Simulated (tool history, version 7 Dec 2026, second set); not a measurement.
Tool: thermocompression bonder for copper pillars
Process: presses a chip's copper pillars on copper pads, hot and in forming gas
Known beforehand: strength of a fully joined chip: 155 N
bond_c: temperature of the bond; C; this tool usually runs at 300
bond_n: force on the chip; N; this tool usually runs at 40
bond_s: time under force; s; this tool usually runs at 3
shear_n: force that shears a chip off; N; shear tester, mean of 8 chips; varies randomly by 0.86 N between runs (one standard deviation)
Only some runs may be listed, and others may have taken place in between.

run	hour	bond_c	bond_n	bond_s	shear_n
1	0.0	300	40	3	78.3
2	7.7	300	40	3	81.4
3	15.0	300	40	3	79.4
4	19.6	300	40	3	79.7
5	25.9	300	40	2	69.3
6	32.3	300	40	3	80.7
7	39.6	300	40	3	79.9
8	47.6	315	40	3	93.2
9	56.1	313	40	3	92.3
10	66.3	313	40	3	92.6
11	74.2	313	40	3	92.1
12	81.1	274	30	4	43.4
13	88.4	307	40	2	74.9
14	97.1	300	57	3	107.2
# hour 98.1: forming gas filter changed
15	105.9	287	57	4	103.5
16	110.4	288	30	3	50.7
17	116.4	288	54	4	99.3
18	126.0	300	46	3	90.2
19	131.7	294	40	6	93.9
20	137.5	279	25	2	28.6
21	142.8	279	25	2	29.0

Some steps in shear_n between neighbouring runs. How much of each would the tool show without its hidden state too (settings, what came in, random variation), and how much is left for the hidden state, with any gauge scatter that isn't in both results?
Unlogged tool condition in this case: true temperature of the bond over the reading, C; force that reaches the chip, % of what is set; oxide that the forming gas leaves, % of the face; drift of the gauge itself on shear_n, %.
Run 14 -> 15: bond_c 300 -> 287, bond_s 3 -> 4, forming gas filter changed. shear_n -3.7 N: hidden state +3.2, all else -6.9.
Run 15 -> 16: bond_c 287 -> 288, bond_n 57 -> 30, bond_s 4 -> 3. shear_n -52.8 N: hidden state +1.3, all else -54.1.
Run 19 -> 20: bond_c 294 -> 279, bond_n 40 -> 25, bond_s 6 -> 2. shear_n -65.3 N: hidden state +3.1, all else -68.4.
